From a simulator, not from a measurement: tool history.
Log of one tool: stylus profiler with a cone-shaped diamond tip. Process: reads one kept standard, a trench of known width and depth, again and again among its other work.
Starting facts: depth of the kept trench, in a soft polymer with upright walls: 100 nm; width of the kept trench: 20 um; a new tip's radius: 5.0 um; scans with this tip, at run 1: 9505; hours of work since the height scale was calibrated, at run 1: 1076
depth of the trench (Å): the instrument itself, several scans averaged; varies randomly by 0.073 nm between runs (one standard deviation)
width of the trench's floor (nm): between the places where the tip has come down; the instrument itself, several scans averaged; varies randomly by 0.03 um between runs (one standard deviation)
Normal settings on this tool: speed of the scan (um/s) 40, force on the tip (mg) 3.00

| run | hour | speed of the scan (um/s) | force on the tip (mg) | scans with this tip | hours of work since the height scale was calibrated | depth of the trench (Å) | width of the trench's floor (nm) |
|---|---|---|---|---|---|---|---|
| 1 | 0.0 | 40 | 3.00 | 9505 | 1076 | 1014.5 | 16800 |
| 2 | 13.4 | 40 | 3.00 | 9576 | 1084 | 1013.8 | 16790 |
| 3 | 25.3 | 40 | 3.00 | 9639 | 1091 | 1015.8 | 16750 |
| 4 | 32.9 | 40 | 3.00 | 9680 | 1096 | 1013.9 | 16770 |
| 5 | 45.1 | 40 | 3.00 | 9745 | 1103 | 1014.5 | 16770 |
| 6 | 57.1 | 40 | 7.76 | 9808 | 1110 | 1028.7 | 16790 |
| 7 | 69.8 | 20 | 3.00 | 9876 | 1118 | 1014.5 | 16820 |
| 8 | 81.0 | 20 | 3.00 | 9936 | 1125 | 1014.3 | 16760 |
| 9 | 91.6 | 20 | 3.00 | 9992 | 1131 | 1013.5 | 16810 |
| 10 | 108.2 | 20 | 3.00 | 10080 | 1141 | 1014.4 | 16740 |
| 11 | 117.5 | 20 | 3.00 | 10130 | 1147 | 1013.6 | 16780 |
| 12 | 131.4 | 20 | 3.00 | 10204 | 1155 | 1012.9 | 16730 |
| 13 | 142.7 | 15 | 3.00 | 10264 | 1162 | 1013.3 | 16710 |
| 14 | 155.4 | 30 | 3.00 | 10331 | 1169 | 1014.9 | 16690 |
| 15 | 170.0 | 30 | 3.00 | 10409 | 1178 | 1014.8 | 16770 |
| 16 | 185.8 | 30 | 3.00 | 10493 | 1188 | 1013.4 | 16700 |
| 17 | 200.5 | 138 | 3.00 | 10571 | 1197 | 1014.0 | 16420 |
| 18 | 215.2 | 138 | 1.27 | 10650 | 1205 | 1006.2 | 16150 |
| 19 | 227.6 | 138 | 1.27 | 10716 | 1213 | 1005.7 | 16210 |
| 20 | 241.1 | 138 | 1.27 | 10787 | 1221 | 1005.0 | 16180 |
| 21 | 251.3 | 138 | 1.27 | 10842 | 1227 | 1006.5 | 16170 |
| 22 | 260.2 | 43 | 3.00 | 10889 | 1232 | 1015.4 | 16670 |
| 23 | 268.6 | 40 | 1.94 | 10934 | 1238 | 1009.9 | 16630 |
| 24 | 284.1 | 64 | 5.85 | 11016 | 1247 | 1023.1 | 16630 |
| 25 | 292.5 | 40 | 4.68 | 11061 | 1252 | 1019.8 | 16700 |
| 26 | 300.6 | 40 | 4.68 | 11104 | 1257 | 1018.7 | 16640 |
| 27 | 316.0 | 100 | 2.69 | 11186 | 1266 | 1011.9 | 16440 |
| 28 | 332.1 | 47 | 3.46 | 11272 | 1276 | 1015.3 | 16650 |
| 29 | 343.9 | 47 | 3.46 | 11334 | 1283 | 1016.0 | 16590 |
| 30 | 354.1 | 47 | 3.46 | 11389 | 1289 | 1015.3 | 16610 |
| 31 | 366.4 | 11 | 2.16 | 11454 | 1296 | 1010.6 | 16680 |
| 32 | 379.6 | 11 | 2.16 | 11525 | 1304 | 1010.7 | 16670 |
| 33 | 394.9 | 11 | 2.16 | 11606 | 1314 | 1010.1 | 16690 |
| 34 | 411.7 | 11 | 2.16 | 11695 | 1324 | 1011.7 | 16670 |
| 35 | 426.5 | 24 | 8.93 | 11774 | 1333 | 1031.3 | 16610 |
| 36 | 439.1 | 24 | 8.93 | 11841 | 1340 | 1030.5 | 16560 |
| 37 | 455.2 | 24 | 8.93 | 11927 | 1350 | 1033.1 | 16680 |
| 38 | 467.1 | 24 | 8.93 | 11990 | 1357 | 1030.4 | 16680 |
| 39 | 481.2 | 24 | 8.93 | 12065 | 1366 | 1031.9 | 16590 |
| 40 | 489.4 | 13 | 7.61 | 12109 | 1370 | 1029.5 | 16600 |
| 41 | 500.1 | 13 | 7.61 | 12166 | 1377 | 1027.1 | 16650 |
| 42 | 517.3 | 13 | 7.61 | 12257 | 1387 | 1027.4 | 16590 |
| 43 | 531.2 | 15 | 2.62 | 12331 | 1396 | 1012.4 | 16590 |
| 44 | 545.1 | 15 | 2.62 | 12405 | 1404 | 1012.6 | 16550 |
| 45 | 557.6 | 27 | 4.60 | 12472 | 1412 | 1018.8 | 16570 |
| 46 | 575.0 | 14 | 4.20 | 12564 | 1422 | 1017.2 | 16570 |

Consider 4 possible next runs. They are alternatives, not a sequence: every one starts from the tool as it was left by run 46. What does each give?
| A | 587.2 | 14 | 1.14 | 12629 | 1429 | ? | ? |
| B | 587.2 | 14 | 6.69 | 12629 | 1429 | ? | ? |
| C | 587.2 | 95 | 3.81 | 12629 | 1429 | ? | ? |
| D | 587.2 | 138 | 4.20 | 12629 | 1429 | ? | ? |

| run | depth of the trench (Å) | width of the trench's floor (nm) |
|---|---|---|
| A | 1004.5 | 16520 |
| B | 1025.2 | 16620 |
| C | 1017.3 | 16400 |
| D | 1016.4 | 16260 |
Without the tool's hidden state the same runs would have given:
| run | depth of the trench (Å) | width of the trench's floor (nm) |
|---|---|---|
| A | 1008.1 | 17920 |
| B | 1028.8 | 18030 |
| C | 1020.9 | 17810 |
| D | 1020.1 | 17660 |
